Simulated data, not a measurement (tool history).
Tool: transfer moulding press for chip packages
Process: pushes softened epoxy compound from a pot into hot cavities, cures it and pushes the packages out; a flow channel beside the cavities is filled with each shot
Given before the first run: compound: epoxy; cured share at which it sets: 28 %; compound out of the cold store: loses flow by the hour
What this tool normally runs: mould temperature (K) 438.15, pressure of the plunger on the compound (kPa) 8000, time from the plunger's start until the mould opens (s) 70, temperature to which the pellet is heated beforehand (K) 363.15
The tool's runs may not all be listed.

run   hour  mould temperature (K)  pressure of the plunger on the compound (kPa)  time from the plunger's start until the mould opens (s)  temperature to which the pellet is heated beforehand (K)  incoming compound's hours out of the cold store  length that the compound runs in the flow channel (mm)  greatest force on the pins that push the packages out (N)
  1    0.0                 438.15                                           8000                                                       70                                                    363.15                                             30.1                                                     698                                                        771
       7.4  -- cavities cleaned with cleaning compound and waxed
      36.0  -- cavities cleaned with cleaning compound and waxed
  2   57.5                 438.15                                           8000                                                       70                                                    363.15                                             16.5                                                     739                                                        722
      68.1  -- cavities cleaned with cleaning compound and waxed
  3   92.2                 438.15                                           8000                                                       70                                                    363.15                                             16.3                                                     730                                                        739
      98.7  -- cavities cleaned with cleaning compound and waxed
     128.9  -- cavities cleaned with cleaning compound and waxed
  4  152.6                 438.15                                           8000                                                       51                                                    363.15                                             17.0                                                     718                                                       1744
     158.6  -- cavities cleaned with cleaning compound and waxed
     190.1  -- cavities cleaned with cleaning compound and waxed
     220.0  -- plunger's sealing rings changed
     221.5  -- cavities cleaned with cleaning compound and waxed
  5  223.3                 438.15                                           8000                                                       51                                                    363.15                                             21.6                                                     728                                                       1325
     254.0  -- cavities cleaned with cleaning compound and waxed
  6  266.7                 432.15                                           8000                                                       70                                                    363.15                                             12.2                                                     782                                                       1121
     284.6  -- cavities cleaned with cleaning compound and waxed
     317.0  -- cavities cleaned with cleaning compound and waxed
  7  335.3                 433.15                                           8000                                                       70                                                    363.15                                             36.6                                                     677                                                        940
     349.2  -- cavities cleaned with cleaning compound and waxed
     381.2  -- cavities cleaned with cleaning compound and waxed
  8  381.2                 433.15                                           8000                                                       70                                                    363.15                                             43.8                                                     639                                                        734
     409.6  -- cavities cleaned with cleaning compound and waxed
     441.8  -- cavities cleaned with cleaning compound and waxed
     455.6  -- cavities cleaned with cleaning compound and waxed, once more
  9  463.3                 433.15                                           8000                                                       58                                                    367.15                                             33.6                                                     667                                                       1312
     470.5  -- plunger's sealing rings changed
     491.6  -- cavities cleaned with cleaning compound and waxed
 10  505.2                 432.15                                           6350                                                       71                                                    360.15                                             20.2                                                     665                                                        986
     520.9  -- cavities cleaned with cleaning compound and waxed
     551.8  -- cavities cleaned with cleaning compound and waxed
     581.6  -- cavities cleaned with cleaning compound and waxed
 11  584.8                 432.15                                           6350                                                       71                                                    360.15                                             30.4                                                     624                                                        855
     597.1  -- mould's thermocouples calibrated
     614.0  -- cavities cleaned with cleaning compound and waxed
 12  623.4                 438.15                                           7590                                                       58                                                    363.15                                             13.2                                                     724                                                       1175
     643.7  -- cavities cleaned with cleaning compound and waxed
     674.8  -- cavities cleaned with cleaning compound and waxed
 13  679.9                 443.15                                           7590                                                       57                                                    363.15                                             27.1                                                     649                                                        745
     703.8  -- cavities cleaned with cleaning compound and waxed
     721.6  -- plunger's sealing rings changed
     738.8  -- cavities cleaned with cleaning compound and waxed
 14  761.1                 438.15                                           8000                                                       98                                                    363.15                                             26.3                                                     708                                                        532

Each row is a separate what-if for the run after 14, all from the same tool condition, not one after another. Results?
     771.3  -- cavities cleaned with cleaning compound and waxed
     801.9  -- cavities cleaned with cleaning compound and waxed
     833.7  -- cavities cleaned with cleaning compound and waxed
  A  835.0                 438.15                                           9190                                                       70                                                    363.15                                             18.4                                                       ?                                                          ?
     771.3  -- cavities cleaned with cleaning compound and waxed
     801.9  -- cavities cleaned with cleaning compound and waxed
     833.7  -- cavities cleaned with cleaning compound and waxed
  B  835.0                 444.15                                           8000                                                       98                                                    363.15                                             13.5                                                       ?                                                          ?
     771.3  -- cavities cleaned with cleaning compound and waxed
     801.9  -- cavities cleaned with cleaning compound and waxed
     833.7  -- cavities cleaned with cleaning compound and waxed
  C  835.0                 438.15                                           8110                                                       98                                                    357.15                                             37.4                                                       ?                                                          ?

run  length that the compound runs in the flow channel (mm)  greatest force on the pins that push the packages out (N)
  A                                                     776                                                        602
  B                                                     722                                                        392
  C                                                     661                                                        407
With no hidden state in the tool, these same runs would have given:
run  length that the compound runs in the flow channel (mm)  greatest force on the pins that push the packages out (N)
  A                                                     797                                                        581
  B                                                     741                                                        381
  C                                                     679                                                        396

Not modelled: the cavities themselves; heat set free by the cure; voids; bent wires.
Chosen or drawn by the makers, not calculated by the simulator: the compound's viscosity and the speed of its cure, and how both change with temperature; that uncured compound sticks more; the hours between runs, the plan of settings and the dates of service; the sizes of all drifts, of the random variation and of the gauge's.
